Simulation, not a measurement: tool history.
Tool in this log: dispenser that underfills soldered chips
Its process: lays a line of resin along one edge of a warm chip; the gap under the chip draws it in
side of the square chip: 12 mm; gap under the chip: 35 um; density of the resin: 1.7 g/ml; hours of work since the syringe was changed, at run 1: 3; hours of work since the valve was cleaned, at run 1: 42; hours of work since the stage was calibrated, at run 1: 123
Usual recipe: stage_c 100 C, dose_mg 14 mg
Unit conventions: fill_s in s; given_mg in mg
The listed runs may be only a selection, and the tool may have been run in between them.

run	hour	stage_c	dose_mg	hours of work since the syringe was changed	hours of work since the valve was cleaned	hours of work since the stage was calibrated	fill_s	given_mg
1	0	100	14	3	42	123	199.5	13.57
2	5	100	14	6	45	126	262.3	13.59
# hour 9.2: new syringe of resin
3	9.2	100	14	0	47	128	156.4	13.49
4	13.9	100	14	3	50	131	202.7	13.48
5	17.1	100	14.1	5	52	133	242.5	13.49
6	19.4	100	16.5	6	54	135	269.5	15.95
# hour 22.8: new syringe of resin
7	23.2	100	16.5	0	56	137	157	15.86
8	28.5	97	15.7	4	59	140	246.6	15.06
9	32	97	15.7	6	61	142	295.1	14.98
10	34.4	93	15.1	7	63	144	408.5	14.39
# hour 36.6: new syringe of resin
11	39.9	90	15.5	2	66	147	293.7	14.79
# hour 44: dispensing valve cleaned and set on the balance
12	46.2	94	13.8	5	1	150	324.5	13.8
# hour 51.1: new syringe of resin
13	51.3	94	13.8	0	4	153	208.7	13.72
14	53.9	100	13	2	6	155	187.3	12.95

3 ways to go on from here, each from the tool as it stands after run 14. What would each give?
A	58.2	100	17.4	4	9	158	?	?
B	58.2	91	15.2	4	9	158	?	?
C	58.2	91	16.6	4	9	158	?	?

run	fill_s	given_mg
A	227.6	17.33
B	350.4	15.1
C	350.6	16.49
Take away the tool's hidden state, keep each run's random variation, and the runs would have read:
run	fill_s	given_mg
A	148.5	17.46
B	228.4	15.21
C	228.8	16.61

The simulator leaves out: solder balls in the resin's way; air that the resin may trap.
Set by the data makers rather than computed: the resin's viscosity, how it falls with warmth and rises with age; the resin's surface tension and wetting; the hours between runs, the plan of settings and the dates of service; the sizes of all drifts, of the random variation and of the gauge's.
